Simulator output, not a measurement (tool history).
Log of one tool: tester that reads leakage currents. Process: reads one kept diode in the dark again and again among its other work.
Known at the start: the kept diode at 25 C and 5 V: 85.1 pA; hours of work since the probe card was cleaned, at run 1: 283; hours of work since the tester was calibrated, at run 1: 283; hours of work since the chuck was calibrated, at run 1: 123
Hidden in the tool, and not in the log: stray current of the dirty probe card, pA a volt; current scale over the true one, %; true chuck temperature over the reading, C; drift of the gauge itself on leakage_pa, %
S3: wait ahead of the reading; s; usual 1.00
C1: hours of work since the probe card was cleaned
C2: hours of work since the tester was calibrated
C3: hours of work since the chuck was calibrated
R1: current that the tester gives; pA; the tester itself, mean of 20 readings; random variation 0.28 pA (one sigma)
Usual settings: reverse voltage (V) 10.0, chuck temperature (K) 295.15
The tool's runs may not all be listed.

run 1 hour=0.0 | reverse_voltage_(V)=10.0 chuck_temperature_(K)=295.15 S3=1.00 | C1=283 C2=283 C3=123 | R1=91.08
run 2 hour=196.1 | reverse_voltage_(V)=10.0 chuck_temperature_(K)=295.15 S3=1.00 | C1=371 C2=371 C3=211 | R1=90.69
run 3 hour=318.8 | reverse_voltage_(V)=10.0 chuck_temperature_(K)=295.15 S3=1.00 | C1=426 C2=426 C3=266 | R1=90.56
run 4 hour=497.8 | reverse_voltage_(V)=10.0 chuck_temperature_(K)=295.15 S3=1.00 | C1=506 C2=506 C3=346 | R1=90.85
run 5 hour=602.3 | reverse_voltage_(V)=10.0 chuck_temperature_(K)=295.15 S3=1.00 | C1=553 C2=553 C3=392 | R1=90.45
run 6 hour=825.9 | reverse_voltage_(V)=10.0 chuck_temperature_(K)=295.15 S3=1.00 | C1=653 C2=653 C3=492 | R1=90.46
run 7 hour=930.1 | reverse_voltage_(V)=10.0 chuck_temperature_(K)=322.15 S3=1.00 | C1=700 C2=700 C3=539 | R1=922.35
run 8 hour=1036.2 | reverse_voltage_(V)=10.0 chuck_temperature_(K)=328.15 S3=1.00 | C1=747 C2=747 C3=587 | R1=1480.45
run 9 hour=1180.8 | reverse_voltage_(V)=10.0 chuck_temperature_(K)=328.15 S3=1.00 | C1=812 C2=812 C3=651 | R1=1475.28
run 10 hour=1292.6 | reverse_voltage_(V)=10.0 chuck_temperature_(K)=328.15 S3=1.00 | C1=862 C2=862 C3=701 | R1=1473.29
run 11 hour=1436.1 | reverse_voltage_(V)=10.0 chuck_temperature_(K)=328.15 S3=1.00 | C1=926 C2=926 C3=766 | R1=1450.33
run 12 hour=1595.5 | reverse_voltage_(V)=10.0 chuck_temperature_(K)=328.15 S3=1.00 | C1=997 C2=997 C3=837 | R1=1449.28
-- hour=1614.9 probe card cleaned and baked
run 13 hour=1821.7 | reverse_voltage_(V)=3.7 chuck_temperature_(K)=295.15 S3=1.00 | C1=93 C2=1097 C3=937 | R1=52.60
run 14 hour=1927.3 | reverse_voltage_(V)=10.0 chuck_temperature_(K)=295.15 S3=0.62 | C1=140 C2=1145 C3=984 | R1=86.01
run 15 hour=2158.2 | reverse_voltage_(V)=10.0 chuck_temperature_(K)=295.15 S3=1.00 | C1=243 C2=1248 C3=1087 | R1=84.86
run 16 hour=2301.2 | reverse_voltage_(V)=10.0 chuck_temperature_(K)=295.15 S3=1.00 | C1=307 C2=1312 C3=1151 | R1=84.81
run 17 hour=2546.8 | reverse_voltage_(V)=10.0 chuck_temperature_(K)=295.15 S3=1.00 | C1=417 C2=1422 C3=1261 | R1=83.79
run 18 hour=2673.7 | reverse_voltage_(V)=10.0 chuck_temperature_(K)=295.15 S3=1.00 | C1=474 C2=1479 C3=1318 | R1=83.77
run 19 hour=2912.0 | reverse_voltage_(V)=10.0 chuck_temperature_(K)=295.15 S3=3.21 | C1=580 C2=1585 C3=1425 | R1=82.83
run 20 hour=3026.7 | reverse_voltage_(V)=10.0 chuck_temperature_(K)=295.15 S3=3.21 | C1=632 C2=1637 C3=1476 | R1=82.34
run 21 hour=3192.4 | reverse_voltage_(V)=8.6 chuck_temperature_(K)=311.15 S3=5.77 | C1=706 C2=1711 C3=1550 | R1=320.49
run 22 hour=3432.3 | reverse_voltage_(V)=8.6 chuck_temperature_(K)=322.15 S3=9.00 | C1=813 C2=1818 C3=1658 | R1=798.10
-- hour=3485.9 chuck's temperature calibrated
run 23 hour=3587.1 | reverse_voltage_(V)=8.6 chuck_temperature_(K)=322.15 S3=9.00 | C1=882 C2=1887 C3=45 | R1=895.83
run 24 hour=3804.1 | reverse_voltage_(V)=8.6 chuck_temperature_(K)=318.15 S3=0.41 | C1=979 C2=1984 C3=142 | R1=650.79
-- hour=3866.9 probe card cleaned and baked
run 25 hour=4031.2 | reverse_voltage_(V)=6.1 chuck_temperature_(K)=295.15 S3=1.00 | C1=74 C2=2084 C3=243 | R1=71.58
run 26 hour=4191.7 | reverse_voltage_(V)=1.5 chuck_temperature_(K)=295.15 S3=0.37 | C1=145 C2=2156 C3=315 | R1=36.52
run 27 hour=4356.4 | reverse_voltage_(V)=1.5 chuck_temperature_(K)=295.15 S3=0.37 | C1=219 C2=2229 C3=388 | R1=36.43
run 28 hour=4584.6 | reverse_voltage_(V)=10.0 chuck_temperature_(K)=303.15 S3=2.16 | C1=321 C2=2332 C3=490 | R1=186.16
run 29 hour=4788.1 | reverse_voltage_(V)=7.6 chuck_temperature_(K)=295.15 S3=0.92 | C1=412 C2=2423 C3=581 | R1=78.53
run 30 hour=4984.6 | reverse_voltage_(V)=7.6 chuck_temperature_(K)=295.15 S3=0.92 | C1=500 C2=2511 C3=669 | R1=78.98
run 31 hour=5130.5 | reverse_voltage_(V)=10.0 chuck_temperature_(K)=318.15 S3=0.37 | C1=565 C2=2576 C3=735 | R1=672.23
run 32 hour=5237.2 | reverse_voltage_(V)=10.0 chuck_temperature_(K)=318.15 S3=0.37 | C1=613 C2=2624 C3=782 | R1=674.31
run 33 hour=5350.0 | reverse_voltage_(V)=19.4 chuck_temperature_(K)=296.15 S3=4.35 | C1=664 C2=2674 C3=833 | R1=135.36
run 34 hour=5582.4 | reverse_voltage_(V)=10.0 chuck_temperature_(K)=295.15 S3=0.44 | C1=768 C2=2778 C3=937 | R1=91.26
run 35 hour=5687.7 | reverse_voltage_(V)=3.5 chuck_temperature_(K)=295.15 S3=9.47 | C1=815 C2=2825 C3=984 | R1=52.17
run 36 hour=5880.7 | reverse_voltage_(V)=3.5 chuck_temperature_(K)=295.15 S3=9.47 | C1=901 C2=2912 C3=1070 | R1=52.18
-- hour=6116.7 probe card cleaned and baked
run 37 hour=6116.7 | reverse_voltage_(V)=3.5 chuck_temperature_(K)=295.15 S3=9.47 | C1=0 C2=3016 C3=1175 | R1=50.59
run 38 hour=6224.3 | reverse_voltage_(V)=7.4 chuck_temperature_(K)=295.15 S3=0.61 | C1=48 C2=3064 C3=1223 | R1=73.42
run 39 hour=6429.1 | reverse_voltage_(V)=7.4 chuck_temperature_(K)=295.15 S3=0.61 | C1=140 C2=3156 C3=1314 | R1=73.72
run 40 hour=6654.3 | reverse_voltage_(V)=10.0 chuck_temperature_(K)=295.15 S3=0.54 | C1=241 C2=3257 C3=1415 | R1=85.83

4 ways to go on from here, each from the tool as it stands after run 40. What would each give?
run A hour=6823.5 | reverse_voltage_(V)=2.5 chuck_temperature_(K)=296.15 S3=1.80 | C1=316 C2=3332 C3=1491 | R1=?
run B hour=6823.5 | reverse_voltage_(V)=10.0 chuck_temperature_(K)=302.15 S3=5.26 | C1=316 C2=3332 C3=1491 | R1=?
run C hour=6823.5 | reverse_voltage_(V)=10.0 chuck_temperature_(K)=315.15 S3=1.00 | C1=316 C2=3332 C3=1491 | R1=?
run D hour=6823.5 | reverse_voltage_(V)=6.3 chuck_temperature_(K)=294.15 S3=0.54 | C1=316 C2=3332 C3=1491 | R1=?

run=A R1=46.76
run=B R1=158.16
run=C R1=499.38
run=D R1=61.81
Without the tool's hidden state the same runs would have given:
run=A R1=50.93
run=B R1=171.47
run=C R1=539.97
run=D R1=66.89
